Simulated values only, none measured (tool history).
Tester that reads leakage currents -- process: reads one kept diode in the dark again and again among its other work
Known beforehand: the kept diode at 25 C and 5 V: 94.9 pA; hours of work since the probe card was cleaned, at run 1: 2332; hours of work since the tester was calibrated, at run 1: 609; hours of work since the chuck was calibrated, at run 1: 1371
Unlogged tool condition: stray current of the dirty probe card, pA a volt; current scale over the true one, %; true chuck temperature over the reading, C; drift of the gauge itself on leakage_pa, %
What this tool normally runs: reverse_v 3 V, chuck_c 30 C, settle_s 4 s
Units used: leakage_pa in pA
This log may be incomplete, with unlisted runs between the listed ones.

run	hour	reverse_v	chuck_c	settle_s	hours of work since the probe card was cleaned	hours of work since the tester was calibrated	hours of work since the chuck was calibrated	leakage_pa
1	0	3	30	4	2332	609	1371	125.56
2	18.2	3	30	4	2345	621	1383	126.95
3	40.5	3	30	4	2360	636	1398	126.52
4	56	3	30	4	2370	647	1409	126.5
5	79.4	3	30	4	2386	662	1425	126.05
6	111.5	2.57	30	4	2407	684	1446	118.76
7	129.9	3	23	4	2420	696	1459	73.15
8	161.7	3	23	4	2441	718	1480	73.3
9	191.2	3	23	4	2461	738	1500	72.62
10	215.3	3	30	1.71	2477	754	1516	126.89
11	245.9	3	30	2.49	2498	774	1537	126.83
12	276.6	3	30	4	2518	795	1557	126.31
13	296.2	3	30	4	2532	808	1570	127.05
14	319.5	3	30	4	2547	824	1586	126.72
15	347.7	3	30	4	2566	843	1605	126.97
16	369.9	3	30	7.59	2581	858	1620	127.45
17	397.4	3	55	7.59	2600	876	1639	776.7
18	427.7	3	55	7.59	2620	897	1659	774.05
19	462.6	3	55	7.59	2644	920	1682	773.78
20	483.9	3	55	7.59	2658	934	1697	774.21
# hour 489.1: chuck's temperature calibrated
# hour 504.2: probe card cleaned and baked
21	506.4	7.27	53	0.68	2	946	10	936.98
22	522.3	15.74	30	9.21	12	957	20	228.2
23	553.2	3	30	0.74	33	978	41	126.29
# hour 585.5: chuck's temperature calibrated, once more
24	589.3	3	30	0.74	56	1001	3	118.7
25	610	3	30	0.74	70	1015	17	118.26
26	644.3	3	30	0.74	93	1038	40	118.22
27	661.2	2.61	53	0.74	104	1049	51	609.86
28	687.6	3	30	0.46	122	1067	69	119
29	720.8	9.54	35	0.46	144	1089	91	267.87
30	740.2	1.71	35	0.46	157	1102	104	142.61
31	776	1.27	38	4	182	1126	128	160.18
32	797.5	2.37	27	2.36	196	1141	143	84.96
33	834.2	18.77	30	0.31	221	1165	167	243.75
34	868.4	18.77	30	0.31	244	1188	190	244.07
35	889.9	16.86	46	1.79	258	1203	205	738.33
36	909.6	6.34	33	1.04	271	1216	218	198.07
37	939.6	6.34	33	1.04	292	1236	238	198.39
38	968.6	3.16	43	2.41	311	1256	258	324.35
39	991.8	3.16	45	1.65	327	1271	273	376.26
40	1007.3	1.86	38	1.65	337	1282	284	184.51

Below, each run's measurement less what the same run would have read without the hidden state. Both values contain the same run-to-run variation, but the gauge's scatter may not be the same in both:
run	leakage_pa
1	+7.41
2	+7.54
3	+7.57
4	+7.61
5	+7.64
6	+7.02
7	+5.89
8	+5.98
9	+5.99
10	+8.03
11	+8.12
12	+8.18
13	+8.27
14	+8.31
15	+8.4
16	+8.49
17	+30.87
18	+31.06
19	+31.39
20	+31.62
21	+45.46
22	+12.95
23	+7.19
24	-1
25	-0.95
26	-0.85
27	-4.28
28	-0.73
29	-1.23
30	-0.83
31	-0.88
32	-0.31
33	+0.62
34	+0.91
35	-1.24
36	-0.05
37	+0.09
38	-0.61
39	-0.64
40	-0.22
